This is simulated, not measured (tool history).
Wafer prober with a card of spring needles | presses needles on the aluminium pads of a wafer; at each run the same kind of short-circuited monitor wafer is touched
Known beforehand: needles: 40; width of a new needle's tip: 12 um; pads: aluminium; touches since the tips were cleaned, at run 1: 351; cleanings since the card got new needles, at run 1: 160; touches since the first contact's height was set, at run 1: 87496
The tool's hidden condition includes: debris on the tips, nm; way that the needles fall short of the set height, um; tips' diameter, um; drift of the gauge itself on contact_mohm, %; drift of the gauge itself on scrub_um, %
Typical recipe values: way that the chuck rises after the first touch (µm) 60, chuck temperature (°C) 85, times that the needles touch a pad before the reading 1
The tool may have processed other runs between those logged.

run	hour	way that the chuck rises after the first touch (µm)	chuck temperature (°C)	times that the needles touch a pad before the reading	touches since the tips were cleaned	cleanings since the card got new needles	touches since the first contact's height was set	resistance of one needle with its contact and lead (mohm)	way that a needle slides on the pad (µm)
1	0.0	60	85	1	351	160	87496	167	15.03
# hour 7.2: tips cleaned on abrasive film
# hour 16.1: tips cleaned on abrasive film
# hour 25.0: tips cleaned on abrasive film
# hour 33.9: tips cleaned on abrasive film
# hour 42.8: tips cleaned on abrasive film
# hour 50.0: tips cleaned on abrasive film
# hour 58.9: tips cleaned on abrasive film
# hour 67.8: tips cleaned on abrasive film
2	68.4	60	85	1	143	168	103042	164	14.93
# hour 75.6: tips cleaned on abrasive film
# hour 84.5: tips cleaned on abrasive film
# hour 93.4: tips cleaned on abrasive film
# hour 102.3: tips cleaned on abrasive film
# hour 104.9: height of the first contact set anew
3	104.9	45	85	1	515	172	0	168	11.31
# hour 110.3: tips cleaned on abrasive film
# hour 117.4: tips cleaned on abrasive film
# hour 126.4: tips cleaned on abrasive film
# hour 135.3: tips cleaned on abrasive film
4	139.4	60	85	1	950	176	7841	163	15.01
# hour 143.0: tips cleaned on abrasive film
# hour 152.0: tips cleaned on abrasive film
# hour 159.1: tips cleaned on abrasive film
# hour 168.0: tips cleaned on abrasive film
5	174.4	60	85	1	1470	180	15797	164	14.87
# hour 176.3: tips cleaned on abrasive film
# hour 185.2: tips cleaned on abrasive film
# hour 194.1: tips cleaned on abrasive film
# hour 203.0: tips cleaned on abrasive film
# hour 215.0: card fitted with new needles
# hour 224.0: tips cleaned on abrasive film
# hour 232.9: tips cleaned on abrasive film
6	235.8	60	85	1	671	2	4725	168	14.82
# hour 241.2: tips cleaned on abrasive film
# hour 250.1: tips cleaned on abrasive film
# hour 259.0: tips cleaned on abrasive film
# hour 266.2: tips cleaned on abrasive film
# hour 275.1: tips cleaned on abrasive film
7	281.1	60	85	1	1373	7	15015	163	15.03
# hour 282.9: tips cleaned on abrasive film
# hour 290.1: tips cleaned on abrasive film
# hour 299.0: tips cleaned on abrasive film
# hour 306.2: tips cleaned on abrasive film
# hour 315.1: tips cleaned on abrasive film
# hour 322.2: tips cleaned on abrasive film
# hour 331.1: tips cleaned on abrasive film
# hour 340.1: tips cleaned on abrasive film
8	344.1	60	85	1	922	15	29311	165	14.89
# hour 347.7: tips cleaned on abrasive film
# hour 354.8: tips cleaned on abrasive film
# hour 363.8: tips cleaned on abrasive film
# hour 370.9: tips cleaned on abrasive film
# hour 379.8: tips cleaned on abrasive film
# hour 388.8: tips cleaned on abrasive film
# hour 397.7: tips cleaned on abrasive film
# hour 404.8: tips cleaned on abrasive film
# hour 413.7: tips cleaned on abrasive film
9	417.4	60	92	1	838	24	45955	164	14.87
# hour 421.0: tips cleaned on abrasive film
# hour 429.9: tips cleaned on abrasive film
# hour 437.1: tips cleaned on abrasive film
# hour 446.0: tips cleaned on abrasive film
# hour 454.9: tips cleaned on abrasive film
# hour 463.8: tips cleaned on abrasive film
# hour 472.7: tips cleaned on abrasive film
10	472.9	60	85	1	38	31	58553	165	15.01
# hour 480.1: tips cleaned on abrasive film
# hour 489.0: tips cleaned on abrasive film
# hour 497.9: tips cleaned on abrasive film
# hour 506.8: tips cleaned on abrasive film
# hour 514.0: tips cleaned on abrasive film
# hour 522.9: tips cleaned on abrasive film
11	524.9	55	85	1	468	37	70366	166	13.70
# hour 530.3: tips cleaned on abrasive film
# hour 539.2: tips cleaned on abrasive film
# hour 546.4: tips cleaned on abrasive film
# hour 555.3: tips cleaned on abrasive film
12	561.2	61	75	1	1350	41	78607	160	15.10
# hour 563.0: tips cleaned on abrasive film
# hour 572.0: tips cleaned on abrasive film
# hour 580.9: tips cleaned on abrasive film
# hour 589.8: tips cleaned on abrasive film
# hour 598.7: tips cleaned on abrasive film
# hour 607.6: tips cleaned on abrasive film
# hour 616.5: tips cleaned on abrasive film
# hour 623.7: tips cleaned on abrasive film
# hour 632.2: tips cleaned on abrasive film
13	632.2	61	75	1	0	50	94720	159	15.11

Estimate the outcome of run 14 from the log above:
# hour 641.1: tips cleaned on abrasive film
# hour 650.0: tips cleaned on abrasive film
# hour 657.2: tips cleaned on abrasive film
# hour 666.1: tips cleaned on abrasive film
# hour 675.0: tips cleaned on abrasive film
# hour 683.9: tips cleaned on abrasive film
14	687.3	58	45	1	771	56	107246	?	?

resistance of one needle with its contact and lead (mohm): 155
way that a needle slides on the pad (µm): 14.31
Take away the tool's hidden state, keep the run-to-run variation as it was, and the same run would have given resistance of one needle with its contact and lead (mohm) 154, way that a needle slides on the pad (µm) 14.42.

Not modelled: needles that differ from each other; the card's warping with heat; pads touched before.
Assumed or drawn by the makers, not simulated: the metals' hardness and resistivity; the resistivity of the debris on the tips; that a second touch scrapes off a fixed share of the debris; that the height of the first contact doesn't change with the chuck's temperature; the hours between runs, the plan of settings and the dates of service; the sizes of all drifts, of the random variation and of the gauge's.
